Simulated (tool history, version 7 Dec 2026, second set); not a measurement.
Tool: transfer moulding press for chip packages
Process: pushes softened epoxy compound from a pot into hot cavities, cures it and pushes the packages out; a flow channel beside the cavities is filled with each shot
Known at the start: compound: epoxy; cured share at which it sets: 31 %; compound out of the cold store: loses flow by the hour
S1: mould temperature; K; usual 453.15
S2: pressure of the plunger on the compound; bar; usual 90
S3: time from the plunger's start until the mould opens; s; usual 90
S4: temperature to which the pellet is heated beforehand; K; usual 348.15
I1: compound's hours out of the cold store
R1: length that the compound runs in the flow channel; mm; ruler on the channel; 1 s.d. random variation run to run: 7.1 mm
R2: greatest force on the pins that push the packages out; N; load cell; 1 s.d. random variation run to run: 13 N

run 1 hour=0 | S1=453.15 S2=90 S3=90 S4=348.15 | I1=16.5 | R1=959 R2=963
-- hour=22.1 cavities cleaned with cleaning compound and waxed
run 2 hour=26 | S1=453.15 S2=90 S3=90 S4=357.15 | I1=26.9 | R1=902 R2=679
run 3 hour=51.6 | S1=460.15 S2=90 S3=90 S4=348.15 | I1=39.7 | R1=841 R2=751
-- hour=74.7 cavities cleaned with cleaning compound and waxed
run 4 hour=94.4 | S1=453.15 S2=104.9 S3=90 S4=348.15 | I1=25 | R1=961 R2=836
run 5 hour=114.3 | S1=453.15 S2=104.9 S3=90 S4=348.15 | I1=19.4 | R1=991 R2=1042
-- hour=127.7 cavities cleaned with cleaning compound and waxed
run 6 hour=148.6 | S1=453.15 S2=90 S3=90 S4=348.15 | I1=13 | R1=928 R2=932
run 7 hour=172.9 | S1=453.15 S2=90 S3=90 S4=348.15 | I1=24.5 | R1=882 R2=1031
-- hour=179.3 cavities cleaned with cleaning compound and waxed
run 8 hour=206.2 | S1=453.15 S2=90 S3=90 S4=348.15 | I1=40.2 | R1=815 R2=934
run 9 hour=224.2 | S1=453.15 S2=90 S3=90 S4=348.15 | I1=25.5 | R1=864 R2=1077
-- hour=233.5 cavities cleaned with cleaning compound and waxed
run 10 hour=262.8 | S1=453.15 S2=90 S3=90 S4=348.15 | I1=16.6 | R1=899 R2=980
-- hour=284.9 cavities cleaned with cleaning compound and waxed
run 11 hour=293.8 | S1=453.15 S2=90 S3=90 S4=348.15 | I1=28.3 | R1=839 R2=750
-- hour=299.6 plunger's sealing rings changed
run 12 hour=315 | S1=453.15 S2=90 S3=90 S4=348.15 | I1=28.1 | R1=913 R2=980
-- hour=341.2 cavities cleaned with cleaning compound and waxed
run 13 hour=355.9 | S1=453.15 S2=90 S3=105 S4=348.15 | I1=39.3 | R1=850 R2=670
-- hour=378.4 mould's thermocouples calibrated
run 14 hour=382 | S1=453.15 S2=90 S3=90 S4=351.15 | I1=19.9 | R1=927 R2=972
-- hour=394.2 cavities cleaned with cleaning compound and waxed
run 15 hour=416.7 | S1=453.15 S2=90 S3=90 S4=356.15 | I1=29 | R1=883 R2=868
-- hour=446 cavities cleaned with cleaning compound and waxed
run 16 hour=446 | S1=453.15 S2=90 S3=119 S4=348.15 | I1=8.4 | R1=965 R2=474
run 17 hour=480.2 | S1=453.15 S2=83.5 S3=100 S4=348.15 | I1=8.5 | R1=923 R2=891
-- hour=498.7 cavities cleaned with cleaning compound and waxed
run 18 hour=513.2 | S1=452.15 S2=102.6 S3=80 S4=348.15 | I1=26 | R1=935 R2=1098
-- hour=552.1 cavities cleaned with cleaning compound and waxed
run 19 hour=555.8 | S1=452.15 S2=102.6 S3=80 S4=347.15 | I1=31.8 | R1=896 R2=878
run 20 hour=596 | S1=452.15 S2=102.6 S3=80 S4=347.15 | I1=9.4 | R1=979 R2=1471
-- hour=604.4 cavities cleaned with cleaning compound and waxed
-- hour=618.6 plunger's sealing rings changed
run 21 hour=638.2 | S1=458.15 S2=72.9 S3=80 S4=350.15 | I1=23.7 | R1=819 R2=927
-- hour=659.6 cavities cleaned with cleaning compound and waxed
run 22 hour=668.6 | S1=450.15 S2=90 S3=90 S4=348.15 | I1=30.7 | R1=907 R2=873
run 23 hour=702.3 | S1=450.15 S2=90 S3=90 S4=348.15 | I1=34.6 | R1=883 R2=1208
-- hour=710.6 cavities cleaned with cleaning compound and waxed
run 24 hour=735.2 | S1=450.15 S2=77.1 S3=104 S4=342.15 | I1=30.5 | R1=815 R2=851
-- hour=762.3 cavities cleaned with cleaning compound and waxed
run 25 hour=762.3 | S1=453.15 S2=80.1 S3=85 S4=348.15 | I1=40.8 | R1=795 R2=674
run 26 hour=786.6 | S1=453.15 S2=80.1 S3=85 S4=348.15 | I1=12.5 | R1=885 R2=1041
-- hour=813.2 cavities cleaned with cleaning compound and waxed
run 27 hour=830.2 | S1=456.15 S2=100.9 S3=76 S4=338.15 | I1=28 | R1=907 R2=1033

Here are 4 independent what-if runs from the current tool condition. What would each one return?
-- hour=865.7 cavities cleaned with cleaning compound and waxed
run A hour=868.3 | S1=453.15 S2=90 S3=108 S4=348.15 | I1=33.9 | R1=? R2=?
-- hour=865.7 cavities cleaned with cleaning compound and waxed
run B hour=868.3 | S1=447.15 S2=100.9 S3=76 S4=350.15 | I1=26.4 | R1=? R2=?
-- hour=865.7 cavities cleaned with cleaning compound and waxed
run C hour=868.3 | S1=456.15 S2=106.8 S3=76 S4=338.15 | I1=10.5 | R1=? R2=?
-- hour=865.7 cavities cleaned with cleaning compound and waxed
run D hour=868.3 | S1=453.15 S2=90 S3=90 S4=343.15 | I1=26.1 | R1=? R2=?

run=A R1=826 R2=544
run=B R1=919 R2=1384
run=C R1=1007 R2=881
run=D R1=865 R2=731
With no hidden state in the tool, these same runs would have given:
run=A R1=886 R2=481
run=B R1=986 R2=1187
run=C R1=1081 R2=752
run=D R1=928 R2=633
